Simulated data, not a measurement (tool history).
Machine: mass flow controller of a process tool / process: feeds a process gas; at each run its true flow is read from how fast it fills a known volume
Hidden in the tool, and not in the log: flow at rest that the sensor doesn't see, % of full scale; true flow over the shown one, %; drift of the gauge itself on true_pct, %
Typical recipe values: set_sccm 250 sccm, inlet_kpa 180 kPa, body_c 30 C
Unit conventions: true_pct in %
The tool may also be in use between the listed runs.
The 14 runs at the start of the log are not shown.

run,hour,set_sccm,inlet_kpa,body_c,hours of work since the controller was set to zero,hours of work since the controller was changed,true_pct
# hour 1010.4: controller's zero set anew, once more
15,1010.4,250,180,30,0,1856,99.77
16,1062.8,250,180,21,26,1882,100.35
17,1141.3,250,180,21,66,1922,100.46
18,1213.0,250,180,30,102,1958,99.93
19,1295.2,266,180,30,143,1999,99.83
20,1386.5,266,180,30,189,2045,99.81
21,1438.0,266,180,30,215,2071,99.80
22,1481.0,65,276,29,237,2093,99.17
23,1540.8,154,207,21,267,2123,100.16
24,1626.4,292,141,39,310,2166,99.59
25,1689.0,78,180,21,342,2197,100.15
26,1747.2,204,180,30,371,2227,99.91
27,1804.1,204,180,30,400,2255,99.89
28,1870.3,204,180,30,433,2289,99.93
29,1929.3,204,180,30,463,2318,99.81
30,2012.5,204,180,30,504,2360,99.81
31,2068.5,250,194,30,533,2388,99.84

What will run 32 give?
32,2143.1,250,194,30,570,2426,?

{"run 32": {"true_pct": 99.9}}
Minus the tool's unlogged condition, the same run would have read true_pct 99.32 %.
